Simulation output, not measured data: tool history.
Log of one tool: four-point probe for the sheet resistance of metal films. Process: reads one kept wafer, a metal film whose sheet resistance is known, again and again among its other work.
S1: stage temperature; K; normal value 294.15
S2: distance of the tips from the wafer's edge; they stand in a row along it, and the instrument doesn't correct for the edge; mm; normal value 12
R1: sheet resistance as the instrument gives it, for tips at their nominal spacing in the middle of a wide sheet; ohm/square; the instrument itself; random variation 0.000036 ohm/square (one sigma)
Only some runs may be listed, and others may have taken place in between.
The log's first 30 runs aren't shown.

run   hour      S1  S2        R1
 31  386.1  299.15  37  0.180048
 32    394  297.15  20  0.180391
 33  405.7  297.15  20  0.180435
 34  415.1  304.15  38   0.17925
 35  426.2  301.15  52  0.179659
 36  433.3  294.15  52   0.18075
 37  444.6  294.15  52  0.180768
 38    458  294.15  52  0.180796
 39  465.6  293.15  31  0.180986
 40    473  308.15   7  0.179234

Forecast each of these 5 alternatives for the next run:
  A  488.8  295.15   7   ?
  B  488.8  298.15   7   ?
  C  488.8  296.15  48   ?
  D  488.8  296.15  19   ?
  E  488.8  292.15  18   ?

run        R1
  A  0.181057
  B  0.180562
  C  0.180495
  D  0.180556
  E  0.181156
Without the tool's unlogged condition, the same runs would have read:
run        R1
  A  0.181226
  B  0.180732
  C  0.180665
  D  0.180725
  E  0.181324
